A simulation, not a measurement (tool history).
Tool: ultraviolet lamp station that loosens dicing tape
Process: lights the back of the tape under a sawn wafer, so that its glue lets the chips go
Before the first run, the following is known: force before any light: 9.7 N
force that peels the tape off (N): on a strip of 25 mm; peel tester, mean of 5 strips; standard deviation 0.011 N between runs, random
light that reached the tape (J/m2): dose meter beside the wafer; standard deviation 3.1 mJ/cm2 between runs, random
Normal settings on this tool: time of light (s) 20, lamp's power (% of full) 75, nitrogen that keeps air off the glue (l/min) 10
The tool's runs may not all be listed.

run,hour,time of light (s),lamp's power (% of full),nitrogen that keeps air off the glue (l/min),force that peels the tape off (N),light that reached the tape (J/m2)
1,0.0,20,75,10,0.642,4320
2,68.6,20,75,10,0.689,4220
3,150.1,20,75,10,0.665,4240
4,233.2,29,75,10,0.295,5890
5,284.5,29,75,10,0.303,5680
6,353.1,29,75,10,0.360,5470
7,442.8,20,75,10,0.867,3740
8,518.4,20,75,7,1.316,3510
9,604.1,20,75,8,1.302,3410
10,685.1,20,99,10,0.646,4190
11,786.9,20,99,10,0.691,4130
12,889.0,20,99,10,0.783,3880
13,940.7,20,99,10,0.901,3670
14,1015.3,14,75,10,2.621,1960
15,1060.2,14,75,10,2.790,1900
16,1147.9,12,75,10,3.615,1540
17,1201.7,12,75,10,3.619,1460
18,1303.7,31,75,10,0.183,7060
19,1382.2,31,75,10,0.203,6840
20,1474.7,36,75,10,0.179,7510
21,1533.4,27,96,3,0.630,6990
22,1610.0,20,75,13,0.573,4070
23,1689.5,21,77,5,1.179,4190
24,1741.2,33,69,5,0.613,5730
25,1837.9,20,87,6,1.090,4180
26,1904.1,27,92,5,0.543,6000
27,1993.7,27,92,5,0.636,5660
28,2056.4,27,92,5,0.678,5500
29,2118.7,27,92,5,0.775,5250
30,2192.5,27,92,5,0.759,5220
31,2264.8,24,64,7,1.649,3110

Put back what was entered between runs (9 entries, withheld): which listed runs does each sit between, and how does the hidden state differ from the listed run before to the listed run after?
After run 2, before run 3: window cleaned of glue's vapour (hour 117.3)
  lamp's light, % of a new lamp's: 91.7 -> 88.8; light that the window lets through, % of a clean one's: 95.4 -> 99.4
  measured less the result without the state, force that peels the tape off (N): +0.191 -> +0.172; light that reached the tape (J/m2): -600 -> -560
After run 6, before run 7: window cleaned of glue's vapour (hour 410.0)
  lamp's light, % of a new lamp's: 81.7 -> 78.6; light that the window lets through, % of a clean one's: 95.9 -> 99.1
  measured less the result without the state, force that peels the tape off (N): +0.151 -> +0.385; light that reached the tape (J/m2): -1500 -> -1060
After run 10, before run 11: window cleaned of glue's vapour (hour 702.1)
  lamp's light, % of a new lamp's: 70.5 -> 66.9; light that the window lets through, % of a clean one's: 94.8 -> 98.2
  measured less the result without the state, force that peels the tape off (N): +0.405 -> +0.439; light that reached the tape (J/m2): -2090 -> -2150
After run 13, before run 14: window cleaned of glue's vapour (hour 996.0)
  lamp's light, % of a new lamp's: 61.8 -> 59.4; light that the window lets through, % of a clean one's: 95.5 -> 98.7
  measured less the result without the state, force that peels the tape off (N): +0.641 -> +1.530; light that reached the tape (J/m2): -2580 -> -1380
After run 17, before run 18: lamp changed (hour 1212.0); window cleaned of glue's vapour (hour 1288.8)
  lamp's light, % of a new lamp's: 53 -> 96.4; light that the window lets through, % of a clean one's: 95.6 -> 99.4
  measured less the result without the state, force that peels the tape off (N): +2.170 -> +0.015; light that reached the tape (J/m2): -1420 -> -300
After run 21, before run 22: window cleaned of glue's vapour (hour 1578.8)
  lamp's light, % of a new lamp's: 88.8 -> 86.4; light that the window lets through, % of a clean one's: 95.6 -> 99.2
  measured less the result without the state, force that peels the tape off (N): +0.211 -> +0.181; light that reached the tape (J/m2): -1260 -> -680
After run 25, before run 26: window cleaned of glue's vapour (hour 1870.4)
  lamp's light, % of a new lamp's: 78.8 -> 76.8; light that the window lets through, % of a clean one's: 95.3 -> 98.9
  measured less the result without the state, force that peels the tape off (N): +0.524 -> +0.270; light that reached the tape (J/m2): -1380 -> -1890
After run 29, before run 30: window cleaned of glue's vapour (hour 2163.2)
  lamp's light, % of a new lamp's: 69.7 -> 67.4; light that the window lets through, % of a clean one's: 95.2 -> 98.8
  measured less the result without the state, force that peels the tape off (N): +0.489 -> +0.484; light that reached the tape (J/m2): -2660 -> -2640
